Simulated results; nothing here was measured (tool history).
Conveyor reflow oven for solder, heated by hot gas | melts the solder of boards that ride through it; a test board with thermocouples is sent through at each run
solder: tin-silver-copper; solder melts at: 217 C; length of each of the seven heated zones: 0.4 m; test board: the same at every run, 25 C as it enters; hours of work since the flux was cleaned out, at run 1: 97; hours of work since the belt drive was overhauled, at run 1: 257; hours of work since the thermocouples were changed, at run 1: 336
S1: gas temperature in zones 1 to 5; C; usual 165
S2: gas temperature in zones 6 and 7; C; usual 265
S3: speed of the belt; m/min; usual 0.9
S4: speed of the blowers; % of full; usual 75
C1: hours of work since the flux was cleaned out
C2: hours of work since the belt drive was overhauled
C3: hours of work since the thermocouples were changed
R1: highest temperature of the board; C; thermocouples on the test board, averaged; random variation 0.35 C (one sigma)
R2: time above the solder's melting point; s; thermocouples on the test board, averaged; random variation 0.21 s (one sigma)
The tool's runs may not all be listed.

run     day   S1   S2     S3  S4   C1   C2   C3     R1    R2
  1       0  165  265    0.9  75   97  257  336  248.4  36.2
  2   1.183  171  265    0.9  75  119  279  359  249.6  37.6
  3   3.238  165  265    0.9  75  157  317  397  247.9  35.7
      3.596  -- flux residue cleaned out of gas plates and filters
  4   5.175  165  265    0.9  75   30  350  430  248.9  36.7
  5   6.312  165  265    0.9  75   51  371  451  248.3  36.6
  6   7.929  165  265    0.9  75   81  401  481  247.7  35.6
  7   9.654  165  265    0.9  75  113  433  513  247.9  35.9
  8  11.088  165  278    0.9  75  140  460  540  259.3    41
      12.45  -- flux residue cleaned out of gas plates and filters
  9  12.583  165  265    0.9  75    2  484  564  248.7  36.5
 10  15.079  165  262    0.9  75   49  531  611  245.4  34.7
 11    16.8  165  265    0.9  75   82  564  643  247.7  35.6
 12  19.221  165  265    0.9  75  127  609  689  246.9  35.6
     20.771  -- thermocouples of zones 6 and 7 changed
     21.475  -- flux residue cleaned out of gas plates and filters
 13  21.654  165  265    0.9  75    3  649   13  250.4  37.8
 14  22.662  165  265    0.9  75   22  668   32  250.5  37.3
 15  24.775  165  254  1.006  75   62  708   71  236.8  24.6
 16  26.192  165  254  1.006  75   88  734   98  236.2  24.2
 17   28.55  167  257  0.738  75  133  778  142  247.1  45.9
     30.283  -- flux residue cleaned out of gas plates and filters
 18  30.383  167  257  0.738  75    2  809  172  248.4  46.7
 19  32.812  165  271    0.9  65   47  854  218  253.8  38.5
 20  34.038  165  271    0.9  65   70  877  241  252.2  38.7
 21  35.129  155  262  0.808  86   91  898  261  248.9  40.4

Measured less the same run without the tool's hidden state. The same run-to-run variation is in both; the gauge's scatter may not be:
The hidden state here: heat that the gas passes to the board, % of a clean oven's; belt's true speed, % of the reading; true gas temperature in zones 6 and 7 over the reading, C; drift of the gauge itself on peak_c, C; drift of the gauge itself on liquid_s, %.
run    R1    R2
  1    -2  -1.2
  2  -2.2  -1.3
  3  -2.7  -1.7
  4  -1.9    -1
  5  -2.1  -1.1
  6  -2.4  -1.3
  7  -2.7  -1.6
  8  -3.2  -1.4
  9  -1.9  -0.8
 10  -2.3  -1.2
 11  -2.7  -1.4
 12  -3.2  -1.8
 13  +0.1  +0.3
 14  -0.2  +0.1
 15  -0.6  -0.4
 16  -0.9  -0.7
 17  -1.1  -0.8
 18  -0.5    +0
 19    -1  -0.2
 20  -1.2  -0.4
 21  -1.5  -0.7

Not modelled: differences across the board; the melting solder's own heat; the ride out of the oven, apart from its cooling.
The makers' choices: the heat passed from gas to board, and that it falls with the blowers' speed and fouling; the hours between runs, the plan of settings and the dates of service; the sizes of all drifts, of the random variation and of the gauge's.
